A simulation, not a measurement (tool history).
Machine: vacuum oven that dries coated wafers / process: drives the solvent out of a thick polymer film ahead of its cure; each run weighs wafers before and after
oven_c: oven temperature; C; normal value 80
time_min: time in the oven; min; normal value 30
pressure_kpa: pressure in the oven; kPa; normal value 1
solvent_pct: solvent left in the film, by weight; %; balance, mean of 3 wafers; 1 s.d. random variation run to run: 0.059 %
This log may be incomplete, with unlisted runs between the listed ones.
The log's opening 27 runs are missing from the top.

run	hour	oven_c	time_min	pressure_kpa	hours of work since the thermocouples were calibrated	hours of work since the vacuum gauge was cleaned of residue	solvent_pct
28	685.6	82	24	2.44	34	1299	6.42
29	708.5	82	24	2.44	52	1316	6.42
30	733.1	80	30	2.83	71	1335	5.55
31	759.3	80	16	0.78	91	1355	9.45
32	775.5	78	28	3.88	103	1367	6.76
33	790.8	80	40	1.61	115	1379	3.64
34	808.8	80	32	0.96	128	1392	5
# hour 824.7: oven's thermocouples calibrated, once more
35	835.5	80	26	1.19	8	1411	5.29
36	858	80	26	1.19	25	1429	5.3
37	886.6	80	26	1.19	47	1450	5.34
38	912.7	80	30	0.58	67	1470	4.4
39	937.5	66	30	2.94	86	1489	9.18
40	966.8	66	30	2.94	108	1511	9.26
41	1002.3	66	30	2.94	135	1538	9.16
42	1017.8	66	30	2.94	147	1550	9.4
43	1050.4	73	20	0.71	172	1575	9.25
44	1070.5	80	34	1	187	1590	3.8
45	1104	82	28	0.94	213	1616	4.48
46	1125.6	82	28	0.94	229	1633	4.38
47	1150.9	71	16	1.32	249	1652	11.26

3 options for the next run, each taken on its own from the tool as it stands now. Forecast them:
A	1165.2	69	38	1	260	1663	?
B	1165.2	71	18	0.6	260	1663	?
C	1165.2	87	19	1.32	260	1663	?

run	solvent_pct
A	6.36
B	10.4
C	5.65
What these runs would have given with no unlogged condition in the tool:
run	solvent_pct
A	6.03
B	10.14
C	5.42
